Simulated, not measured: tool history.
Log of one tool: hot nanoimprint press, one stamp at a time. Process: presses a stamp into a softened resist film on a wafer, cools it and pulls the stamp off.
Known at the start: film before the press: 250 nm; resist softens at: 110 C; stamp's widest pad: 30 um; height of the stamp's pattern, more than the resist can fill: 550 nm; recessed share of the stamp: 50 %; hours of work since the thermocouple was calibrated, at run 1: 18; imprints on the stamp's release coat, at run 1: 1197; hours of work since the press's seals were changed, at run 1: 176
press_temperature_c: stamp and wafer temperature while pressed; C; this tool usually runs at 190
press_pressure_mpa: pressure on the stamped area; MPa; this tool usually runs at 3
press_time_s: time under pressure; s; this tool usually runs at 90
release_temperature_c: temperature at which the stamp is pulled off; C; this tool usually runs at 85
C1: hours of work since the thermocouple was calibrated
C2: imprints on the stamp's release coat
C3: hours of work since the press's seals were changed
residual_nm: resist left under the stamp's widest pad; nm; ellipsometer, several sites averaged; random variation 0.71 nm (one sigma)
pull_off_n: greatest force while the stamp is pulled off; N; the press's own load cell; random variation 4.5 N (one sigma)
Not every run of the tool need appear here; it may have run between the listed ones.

{"run": 1, "hour": 0.0, "press_temperature_c": 190, "press_pressure_mpa": 3, "press_time_s": 90, "release_temperature_c": 85, "C1": 18, "C2": 1197, "C3": 176, "residual_nm": 113.1, "pull_off_n": 285}
{"run": 2, "hour": 21.9, "press_temperature_c": 190, "press_pressure_mpa": 3, "press_time_s": 106, "release_temperature_c": 85, "C1": 27, "C2": 1236, "C3": 185, "residual_nm": 107.2, "pull_off_n": 295}
{"hour": 46.7, "done": "stamp cleaned and given a new release coat"}
{"run": 3, "hour": 49.3, "press_temperature_c": 190, "press_pressure_mpa": 3, "press_time_s": 106, "release_temperature_c": 85, "C1": 36, "C2": 5, "C3": 194, "residual_nm": 107.4, "pull_off_n": 223}
{"run": 4, "hour": 71.0, "press_temperature_c": 190, "press_pressure_mpa": 3, "press_time_s": 106, "release_temperature_c": 85, "C1": 46, "C2": 43, "C3": 204, "residual_nm": 106.5, "pull_off_n": 230}
{"run": 5, "hour": 91.3, "press_temperature_c": 190, "press_pressure_mpa": 3, "press_time_s": 106, "release_temperature_c": 85, "C1": 54, "C2": 79, "C3": 212, "residual_nm": 106.7, "pull_off_n": 226}
{"run": 6, "hour": 102.9, "press_temperature_c": 190, "press_pressure_mpa": 3, "press_time_s": 106, "release_temperature_c": 85, "C1": 59, "C2": 100, "C3": 217, "residual_nm": 107.2, "pull_off_n": 225}
{"run": 7, "hour": 114.6, "press_temperature_c": 190, "press_pressure_mpa": 3, "press_time_s": 106, "release_temperature_c": 85, "C1": 64, "C2": 121, "C3": 222, "residual_nm": 107, "pull_off_n": 226}
{"run": 8, "hour": 131.6, "press_temperature_c": 190, "press_pressure_mpa": 3, "press_time_s": 90, "release_temperature_c": 85, "C1": 72, "C2": 151, "C3": 230, "residual_nm": 114.8, "pull_off_n": 222}
{"run": 9, "hour": 145.2, "press_temperature_c": 190, "press_pressure_mpa": 3, "press_time_s": 90, "release_temperature_c": 85, "C1": 77, "C2": 176, "C3": 235, "residual_nm": 114.4, "pull_off_n": 233}
{"run": 10, "hour": 168.6, "press_temperature_c": 190, "press_pressure_mpa": 3, "press_time_s": 90, "release_temperature_c": 84, "C1": 88, "C2": 217, "C3": 245, "residual_nm": 115, "pull_off_n": 236}
{"run": 11, "hour": 186.1, "press_temperature_c": 190, "press_pressure_mpa": 3, "press_time_s": 90, "release_temperature_c": 84, "C1": 95, "C2": 248, "C3": 253, "residual_nm": 115.1, "pull_off_n": 245}
{"run": 12, "hour": 208.0, "press_temperature_c": 190, "press_pressure_mpa": 3, "press_time_s": 90, "release_temperature_c": 84, "C1": 104, "C2": 288, "C3": 262, "residual_nm": 114.6, "pull_off_n": 231}
{"run": 13, "hour": 225.7, "press_temperature_c": 190, "press_pressure_mpa": 3, "press_time_s": 135, "release_temperature_c": 84, "C1": 112, "C2": 319, "C3": 270, "residual_nm": 99.7, "pull_off_n": 242}
{"run": 14, "hour": 249.5, "press_temperature_c": 180, "press_pressure_mpa": 2.95, "press_time_s": 150, "release_temperature_c": 73, "C1": 122, "C2": 362, "C3": 280, "residual_nm": 143.3, "pull_off_n": 273}
{"run": 15, "hour": 272.0, "press_temperature_c": 180, "press_pressure_mpa": 1.91, "press_time_s": 150, "release_temperature_c": 88, "C1": 132, "C2": 402, "C3": 290, "residual_nm": 173.3, "pull_off_n": 229}
{"run": 16, "hour": 282.6, "press_temperature_c": 188, "press_pressure_mpa": 4.46, "press_time_s": 70, "release_temperature_c": 88, "C1": 136, "C2": 421, "C3": 294, "residual_nm": 110.5, "pull_off_n": 231}
{"run": 17, "hour": 293.6, "press_temperature_c": 190, "press_pressure_mpa": 1.91, "press_time_s": 90, "release_temperature_c": 85, "C1": 141, "C2": 440, "C3": 299, "residual_nm": 144.9, "pull_off_n": 236}
{"run": 18, "hour": 314.3, "press_temperature_c": 190, "press_pressure_mpa": 2.38, "press_time_s": 95, "release_temperature_c": 85, "C1": 150, "C2": 477, "C3": 308, "residual_nm": 126.5, "pull_off_n": 251}
{"run": 19, "hour": 328.9, "press_temperature_c": 190, "press_pressure_mpa": 2.38, "press_time_s": 95, "release_temperature_c": 85, "C1": 156, "C2": 503, "C3": 314, "residual_nm": 128.2, "pull_off_n": 244}
{"run": 20, "hour": 345.8, "press_temperature_c": 189, "press_pressure_mpa": 3.21, "press_time_s": 90, "release_temperature_c": 85, "C1": 164, "C2": 533, "C3": 321, "residual_nm": 115.3, "pull_off_n": 240}
{"run": 21, "hour": 360.7, "press_temperature_c": 189, "press_pressure_mpa": 3.21, "press_time_s": 90, "release_temperature_c": 76, "C1": 170, "C2": 560, "C3": 328, "residual_nm": 116.6, "pull_off_n": 274}
{"run": 22, "hour": 377.3, "press_temperature_c": 190, "press_pressure_mpa": 3, "press_time_s": 63, "release_temperature_c": 82, "C1": 177, "C2": 590, "C3": 335, "residual_nm": 129.2, "pull_off_n": 262}

Forecast each of these 3 alternatives for the next run:
{"run": "A", "hour": 390.3, "press_temperature_c": 192, "press_pressure_mpa": 2.82, "press_time_s": 90, "release_temperature_c": 88, "C1": 183, "C2": 613, "C3": 341, "residual_nm": "?", "pull_off_n": "?"}
{"run": "B", "hour": 390.3, "press_temperature_c": 183, "press_pressure_mpa": 4.59, "press_time_s": 63, "release_temperature_c": 81, "C1": 183, "C2": 613, "C3": 341, "residual_nm": "?", "pull_off_n": "?"}
{"run": "C", "hour": 390.3, "press_temperature_c": 190, "press_pressure_mpa": 3, "press_time_s": 170, "release_temperature_c": 85, "C1": 183, "C2": 613, "C3": 341, "residual_nm": "?", "pull_off_n": "?"}

run=A residual_nm=111.7 pull_off_n=244
run=B residual_nm=138.2 pull_off_n=271
run=C residual_nm=93.6 pull_off_n=254
Stripped of hidden state, with their random variation kept, the same runs would have yielded:
run=A residual_nm=108.8 pull_off_n=207
run=B residual_nm=134.1 pull_off_n=230
run=C residual_nm=90.9 pull_off_n=216
